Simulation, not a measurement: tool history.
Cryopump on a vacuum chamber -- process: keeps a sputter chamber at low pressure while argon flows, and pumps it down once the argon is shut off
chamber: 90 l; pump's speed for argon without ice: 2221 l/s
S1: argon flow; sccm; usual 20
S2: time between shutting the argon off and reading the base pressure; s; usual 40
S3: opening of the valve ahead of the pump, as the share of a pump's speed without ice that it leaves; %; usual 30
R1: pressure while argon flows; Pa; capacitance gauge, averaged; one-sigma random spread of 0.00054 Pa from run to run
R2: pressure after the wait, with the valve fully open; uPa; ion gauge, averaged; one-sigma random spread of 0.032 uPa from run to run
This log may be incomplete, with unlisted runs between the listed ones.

run   hour  S1   S2  S3      R1    R2
  1    0.0  20   40  30  0.0529  2.81
  2   20.8  20   40  30  0.0533  2.78
  3   61.7  31   40  30  0.0829  2.75
  4   89.9  31   40  30  0.0823  2.88
  5  133.9  31   40  30  0.0812  2.89
  6  171.3  31   50  30  0.0832  2.63
  7  213.5  31   50  30  0.0828  2.67
  8  235.5  20   40  49  0.0330  3.03
  9  265.3  20  126  49  0.0343  1.95
 10  296.4  20  126  49  0.0336  2.04
 11  318.5  20   71  30  0.0545  2.38
 12  345.4  20   40  30  0.0528  3.12
 13  364.0  20   40  30  0.0539  3.10
 14  389.1  23   40  30  0.0615  3.17
 15  422.0  23   40  30  0.0624  3.28
 16  463.5  20   40  19  0.0803  2.94
 17  495.8  35   24  30  0.0905  3.92
 18  523.0  32   25  30  0.0822  3.79
 19  563.9  26  268  30  0.0666  1.71
 20  606.1  39   40  52  0.0576  3.01
 21  643.7  39   40  52  0.0575  2.98
 22  683.0  23   60  24  0.0740  2.55
 23  719.0  20   36  20  0.0776  3.19
 24  748.7  20   59  25  0.0611  2.66
 25  784.8   8  200  22  0.0277  1.94
 26  827.7  17   35  57  0.0239  3.29
 27  861.9  13   97  57  0.0173  2.27
 28  899.4  30   64  59  0.0400  2.70
 29  930.8  30   64  59  0.0402  2.72

The log once held 1 entry between its listed runs, left out of this copy. Where does each go, and what is different about the tool's unlogged condition between the listed run before it and the listed run after it?
Between runs 15 and 16: pump warmed up, emptied and cooled again (hour 461.5)
  pump's speed, % of a pump's without ice: 82.6 -> 99.7; cold plate's temperature, K: 12.23 -> 12.24; leak into the chamber, uPa l/s: 2974 -> 3023
  measured less the result without the state, R1: +0.0037 -> +0.0002 Pa; R2: +1.54 -> +1.26 uPa

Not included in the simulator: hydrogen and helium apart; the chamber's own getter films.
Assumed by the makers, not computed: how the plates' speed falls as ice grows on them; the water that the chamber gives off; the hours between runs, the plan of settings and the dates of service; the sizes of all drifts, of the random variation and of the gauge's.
